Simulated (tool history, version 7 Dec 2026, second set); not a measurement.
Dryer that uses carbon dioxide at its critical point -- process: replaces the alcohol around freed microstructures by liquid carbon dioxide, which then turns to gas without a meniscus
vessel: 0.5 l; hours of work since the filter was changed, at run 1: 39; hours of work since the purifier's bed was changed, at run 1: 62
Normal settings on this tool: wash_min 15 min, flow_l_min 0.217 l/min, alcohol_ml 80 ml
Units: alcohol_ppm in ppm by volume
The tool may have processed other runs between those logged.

run	day	wash_min	flow_l_min	alcohol_ml	hours of work since the filter was changed	hours of work since the purifier's bed was changed	alcohol_ppm
1	0	15	0.217	80	39	62	965
2	0.754	15	0.217	80	45	68	984
3	2.042	15	0.217	80	55	79	1007
4	2.854	15	0.217	80	62	85	1005
5	4.008	15	0.217	80	71	95	1025
6	5.254	15	0.217	80	81	105	1023
7	6.246	15	0.217	80	89	113	1050
8	7.154	15	0.217	80	96	120	1044
9	8.967	15	0.217	80	111	134	1041
10	10.117	20	0.217	80	120	144	223
11	11.417	19	0.217	80	130	154	313
12	13.212	19	0.217	80	145	169	312
13	14.621	19	0.217	80	156	180	328
14	16.354	15	0.217	102	170	194	1405
15	17.821	15	0.217	102	182	206	1468
16	19.142	15	0.217	102	192	216	1489
17	20.55	14	0.217	80	204	227	1594
18	21.738	16	0.217	80	213	237	848
19	22.762	16	0.217	80	222	245	876
20	24.567	16	0.217	80	236	260	884

Expected results for the next run?
21	25.358	10	0.217	80	242	266	?

{"run 21": {"alcohol_ppm": 5952}}
Without the tool's hidden state the same run would have given alcohol_ppm 5067 ppm by volume.
